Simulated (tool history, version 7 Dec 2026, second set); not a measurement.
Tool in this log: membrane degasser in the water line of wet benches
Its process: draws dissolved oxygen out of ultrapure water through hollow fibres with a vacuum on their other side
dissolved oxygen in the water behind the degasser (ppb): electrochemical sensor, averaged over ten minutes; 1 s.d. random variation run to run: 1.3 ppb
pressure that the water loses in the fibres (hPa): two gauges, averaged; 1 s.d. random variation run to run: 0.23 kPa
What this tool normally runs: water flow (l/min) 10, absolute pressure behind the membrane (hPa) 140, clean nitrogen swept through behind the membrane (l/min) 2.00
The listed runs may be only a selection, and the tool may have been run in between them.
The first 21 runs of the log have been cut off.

run	day	water flow (l/min)	absolute pressure behind the membrane (hPa)	clean nitrogen swept through behind the membrane (l/min)	dissolved oxygen in the water behind the degasser (ppb)	pressure that the water loses in the fibres (hPa)
# day 196.079: seals of the vacuum lines changed
22	198.650	10	91	1.02	139.2	576.5
23	206.296	10	91	1.02	138.6	574.8
24	215.458	10	91	1.02	141.4	575.0
# day 222.571: gauge calibrated
25	228.179	8	222	2.00	187.5	449.8
26	238.008	8	222	2.00	187.3	448.1
27	249.179	6	192	2.00	118.2	334.8
28	257.604	7	140	1.41	129.4	394.0
29	263.312	7	99	5.15	25.3	395.1
30	271.421	9	154	1.85	145.3	504.0
31	283.404	15	119	2.57	133.0	843.4
32	293.679	15	119	2.57	135.6	847.9

Consider 3 possible next runs. They are alternatives, not a sequence: every one starts from the tool as it was left by run 32. What does each give?
A	303.879	10	125	2.00	?	?
B	303.879	10	97	2.00	?	?
C	303.879	10	117	2.33	?	?

run	dissolved oxygen in the water behind the degasser (ppb)	pressure that the water loses in the fibres (hPa)
A	117.8	566.0
B	83.5	567.0
C	93.4	566.3
What these runs would have given with no unlogged condition in the tool:
run	dissolved oxygen in the water behind the degasser (ppb)	pressure that the water loses in the fibres (hPa)
A	117.7	559.9
B	83.4	560.9
C	93.4	560.2
